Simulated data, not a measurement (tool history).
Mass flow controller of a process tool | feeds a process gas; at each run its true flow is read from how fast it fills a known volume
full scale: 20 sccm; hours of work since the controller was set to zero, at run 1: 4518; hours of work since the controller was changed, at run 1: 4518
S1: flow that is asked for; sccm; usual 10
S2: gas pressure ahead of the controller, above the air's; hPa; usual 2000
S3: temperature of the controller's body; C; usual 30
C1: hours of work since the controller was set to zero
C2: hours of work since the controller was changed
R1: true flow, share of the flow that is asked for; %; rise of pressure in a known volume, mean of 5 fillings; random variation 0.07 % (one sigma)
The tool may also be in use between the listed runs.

run,hour,S1,S2,S3,C1,C2,R1
1,0,10,2000,30,4518,4518,100.5
2,167.7,10,2000,30,4634,4634,100.57
3,294.6,10,2000,30,4721,4721,100.5
4,539.5,10,2000,30,4890,4890,100.63
5,768.5,10,2000,30,5047,5047,100.48
6,952.9,10,2000,30,5174,5174,100.52
7,1188.2,10,2000,30,5336,5336,100.67
8,1350.8,10,2000,28,5448,5448,100.84
# hour 1444.5: controller exchanged for a calibrated one
9,1603.3,10,2000,28,109,109,99.66
10,1836.3,10,2000,31,270,270,99.35
11,1998.5,10,2000,31,381,381,99.35
12,2201.6,10,2000,31,521,521,99.46
13,2336.6,10,2000,30,614,614,99.52
14,2493.4,10,2000,30,722,722,99.61
15,2681.1,10,2690,30,851,851,99.14
16,2917.4,10,2000,30,1014,1014,99.76
17,3077.9,10,2000,30,1124,1124,99.72
18,3270.2,10,1930,30,1257,1257,99.88
19,3433.6,12,2000,30,1369,1369,99.79
20,3638.2,5,2000,32,1510,1510,99
21,3820,2,1450,30,1635,1635,97.81
22,4058.7,17,2290,30,1800,1800,100.12
23,4277.8,4,1490,37,1951,1951,98.33
24,4502.2,4,1490,37,2105,2105,98.34
25,4721.5,4,1490,37,2256,2256,98.37
26,4967.9,7,2120,32,2426,2426,99.2
27,5195.5,7,2120,32,2582,2582,99.35
28,5297.3,10,2530,39,2652,2652,98.66
29,5451.3,14,2330,21,2758,2758,101.12
30,5665.8,14,2330,38,2906,2906,99.36
31,5795.7,10,1820,30,2996,2996,100.3
32,5996.9,10,1820,30,3134,3134,100.18
33,6226,12,1880,22,3292,3292,101.24
34,6422.8,18,2000,21,3427,3427,101.71
35,6564.2,18,2000,21,3525,3525,101.79
36,6683.8,2,1940,26,3607,3607,96.41
37,6878.9,10,2000,21,3741,3741,101.3

4 ways to go on from here, each from the tool as it stands after run 37. What would each give?
A,7027,10,1790,30,3843,3843,?
B,7027,9,1400,21,3843,3843,?
C,7027,10,1490,35,3843,3843,?
D,7027,6,2000,38,3843,3843,?

run,R1
A,100.58
B,101.43
C,100.24
D,98.79
Without the tool's hidden state the same runs would have given:
run,R1
A,99.44
B,100.42
C,99.1
D,98.41
